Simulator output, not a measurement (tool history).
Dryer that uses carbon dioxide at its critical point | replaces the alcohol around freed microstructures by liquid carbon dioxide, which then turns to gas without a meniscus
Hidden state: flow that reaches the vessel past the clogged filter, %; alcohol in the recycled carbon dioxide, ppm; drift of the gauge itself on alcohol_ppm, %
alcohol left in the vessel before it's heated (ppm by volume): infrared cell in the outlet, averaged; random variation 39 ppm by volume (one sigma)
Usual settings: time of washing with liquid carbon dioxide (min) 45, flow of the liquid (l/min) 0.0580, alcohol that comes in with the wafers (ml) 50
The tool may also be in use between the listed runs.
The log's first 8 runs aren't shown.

run	hour	time of washing with liquid carbon dioxide (min)	flow of the liquid (l/min)	alcohol that comes in with the wafers (ml)	hours of work since the filter was changed	hours of work since the purifier's bed was changed	alcohol left in the vessel before it's heated (ppm by volume)
9	175.8	45	0.0387	50	98	638	10860
10	188.2	44	0.0580	50	106	646	3627
11	216.4	44	0.0580	50	125	665	3696
12	229.5	45	0.0580	50	133	673	3481
13	244.0	45	0.0580	50	143	683	3540
14	260.2	45	0.0417	50	153	693	9561
# hour 275.3: inlet filter changed
15	283.0	49	0.0417	50	5	708	6158
16	301.8	49	0.0417	50	17	720	6227
17	327.3	49	0.0417	50	34	737	6546
18	350.3	49	0.0417	50	49	752	6591
19	374.3	49	0.0417	50	65	767	6699

Forecast run 20:
20	398.0	45	0.0580	27	80	783	?

Run 20 gave alcohol left in the vessel before it's heated (ppm by volume) 1786.
Without the tool's hidden state the same run would have given alcohol left in the vessel before it's heated (ppm by volume) 1410.
